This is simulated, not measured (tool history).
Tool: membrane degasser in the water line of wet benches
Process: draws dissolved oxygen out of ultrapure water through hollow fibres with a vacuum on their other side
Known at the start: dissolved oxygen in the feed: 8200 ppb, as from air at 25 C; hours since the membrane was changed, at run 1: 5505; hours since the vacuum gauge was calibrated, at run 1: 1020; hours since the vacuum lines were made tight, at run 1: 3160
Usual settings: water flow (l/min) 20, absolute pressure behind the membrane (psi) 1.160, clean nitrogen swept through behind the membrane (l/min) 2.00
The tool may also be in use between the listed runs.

run,hour,water flow (l/min),absolute pressure behind the membrane (psi),clean nitrogen swept through behind the membrane (l/min),hours since the membrane was changed,hours since the vacuum gauge was calibrated,hours since the vacuum lines were made tight,dissolved oxygen in the water behind the degasser (ppb),pressure that the water loses in the fibres (psi)
1,0.0,20,1.160,2.00,5505,1020,3160,127.3,5.317
2,146.0,20,1.160,2.00,5651,1166,3306,127.7,5.320
3,218.5,20,1.160,2.00,5723,1238,3379,126.4,5.422
4,354.8,24,1.160,2.00,5859,1375,3515,156.4,6.419
5,428.5,24,1.160,2.00,5933,1449,3589,154.7,6.509
6,521.9,20,1.160,2.00,6027,1542,3682,128.5,5.326
7,689.3,20,1.160,2.00,6194,1709,3849,130.2,5.369
8,811.6,20,2.255,2.00,6316,1832,3972,299.9,5.352
9,884.3,20,2.255,2.00,6389,1904,4044,297.0,5.372
10,1040.2,20,1.160,2.00,6545,2060,4200,130.3,5.369
11,1125.0,30,1.160,2.00,6630,2145,4285,199.7,8.132
12,1220.5,30,1.160,2.00,6725,2240,4380,194.5,8.108
13,1373.1,20,1.160,1.32,6878,2393,4533,183.3,5.390
14,1481.4,20,1.160,1.32,6986,2501,4641,181.4,5.365
15,1554.5,20,1.160,1.32,7059,2575,4715,182.6,5.381
16,1692.9,20,1.160,1.32,7198,2713,4853,182.0,5.451
17,1860.6,20,1.160,1.32,7365,2881,5021,186.7,5.439
18,1929.6,20,0.947,1.32,7434,2950,5090,135.7,5.387
19,2065.8,20,2.719,1.45,7571,3086,5226,491.9,5.411
20,2165.7,27,1.487,1.32,7670,3186,5326,343.7,7.313
21,2258.6,27,1.487,1.32,7763,3279,5419,340.3,7.303
22,2375.7,12,1.160,2.00,7880,3396,5536,78.8,3.247
23,2474.6,14,1.279,0.93,7979,3495,5635,208.0,3.745
24,2594.2,20,2.190,4.44,8099,3614,5754,149.1,5.464
# hour 2610.3: vacuum gauge calibrated
25,2698.3,19,1.004,4.44,8203,88,5858,52.9,5.178
26,2849.5,13,1.014,6.00,8354,239,6009,26.4,3.529
27,2941.8,20,2.434,2.38,8446,332,6101,282.4,5.424
28,3090.3,20,2.434,2.38,8595,480,6250,279.9,5.429
29,3172.9,30,1.160,2.00,8677,563,6332,196.2,8.190
30,3301.5,20,1.675,1.44,8806,691,6461,276.9,5.504
31,3419.9,20,0.930,1.30,8924,810,6579,126.7,5.442
32,3520.4,20,0.793,1.27,9025,910,6680,97.8,5.490
33,3655.3,20,0.793,1.27,9160,1045,6815,97.7,5.468

3 ways to go on from here, each from the tool as it stands after run 33. What would each give?
A,3789.4,22,2.582,4.61,9294,1179,6949,?,?
B,3789.4,24,2.049,1.85,9294,1179,6949,?,?
C,3789.4,24,1.378,1.34,9294,1179,6949,?,?

run,dissolved oxygen in the water behind the degasser (ppb),pressure that the water loses in the fibres (psi)
A,189.2,6.064
B,348.7,6.573
C,277.3,6.628
Without the tool's hidden state the same runs would have given:
run,dissolved oxygen in the water behind the degasser (ppb),pressure that the water loses in the fibres (psi)
A,180.8,5.790
B,338.0,6.276
C,268.3,6.329

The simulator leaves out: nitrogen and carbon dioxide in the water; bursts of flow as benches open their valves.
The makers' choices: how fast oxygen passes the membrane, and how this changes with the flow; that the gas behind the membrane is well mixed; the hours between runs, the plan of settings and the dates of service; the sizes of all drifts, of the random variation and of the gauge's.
